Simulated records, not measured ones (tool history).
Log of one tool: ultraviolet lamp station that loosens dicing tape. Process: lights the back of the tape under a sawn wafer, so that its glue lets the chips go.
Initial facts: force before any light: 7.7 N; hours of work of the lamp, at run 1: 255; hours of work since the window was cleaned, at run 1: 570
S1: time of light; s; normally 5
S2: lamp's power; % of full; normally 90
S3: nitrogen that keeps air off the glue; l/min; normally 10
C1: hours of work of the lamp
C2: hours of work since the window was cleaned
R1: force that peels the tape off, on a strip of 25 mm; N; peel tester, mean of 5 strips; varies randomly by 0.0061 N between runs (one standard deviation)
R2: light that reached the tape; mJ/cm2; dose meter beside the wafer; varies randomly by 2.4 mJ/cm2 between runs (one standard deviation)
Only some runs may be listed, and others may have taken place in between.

run	hour	S1	S2	S3	C1	C2	R1	R2
1	0.0	5	90	10	255	570	0.281	211
2	13.6	5	90	10	264	579	0.289	205
3	21.1	5	90	19	268	584	0.172	215
4	30.2	5	90	19	274	589	0.176	205
# hour 33.6: window cleaned of glue's vapour
5	40.2	5	90	19	280	4	0.150	242
6	48.5	5	90	10	285	9	0.200	245
7	58.6	5	90	10	292	16	0.211	242
8	66.2	5	90	10	296	21	0.218	239
9	77.7	5	90	10	304	28	0.232	239
10	92.3	5	90	10	313	37	0.212	239
11	99.3	3	90	10	317	42	0.690	142
12	110.3	5	66	10	324	48	0.445	173
13	124.6	5	66	10	333	58	0.424	173
14	139.0	5	66	10	343	67	0.444	176
15	150.2	5	66	10	350	74	0.443	171
16	160.1	5	66	10	356	80	0.455	169
17	175.5	5	90	10	366	90	0.225	235
18	184.7	5	90	11	371	95	0.215	227
19	192.8	5	66	10	376	101	0.471	166
20	204.8	5	90	18	384	108	0.163	226
21	215.7	5	90	18	391	115	0.157	227
22	227.1	5	66	10	398	122	0.480	168
23	237.3	5	83	5	405	129	0.572	210
24	252.5	2	62	7	414	138	2.949	62
25	263.0	2	62	7	421	145	3.114	64
26	274.9	3	87	10	428	152	0.822	129
27	285.5	5	90	6	435	159	0.395	219
28	299.0	5	90	9	444	168	0.261	223
29	306.4	9	98	9	448	172	0.120	432
30	317.3	6	98	9	455	179	0.170	285
31	332.2	6	98	9	465	189	0.168	288
32	339.5	2	67	5	469	193	3.283	64
33	347.3	5	84	9	474	198	0.325	201
34	357.6	3	77	9	481	205	1.230	111
35	364.6	10	63	9	485	209	0.141	300
36	379.2	7	75	10	494	218	0.193	252
37	391.8	7	63	5	502	226	0.538	211
38	399.5	9	69	3	507	231	0.412	293
39	409.1	9	69	3	513	237	0.450	291

Forecast each of these 3 alternatives for the next run:
A	416.7	2	64	10	518	242	?	?
B	416.7	5	91	7	518	242	?	?
C	416.7	4	90	10	518	242	?	?

run	R1	R2
A	2.661	52
B	0.386	213
C	0.468	171
With the hidden condition removed and each run's random variation left untouched, the same runs would have given:
run	R1	R2
A	2.019	68
B	0.229	269
C	0.276	216
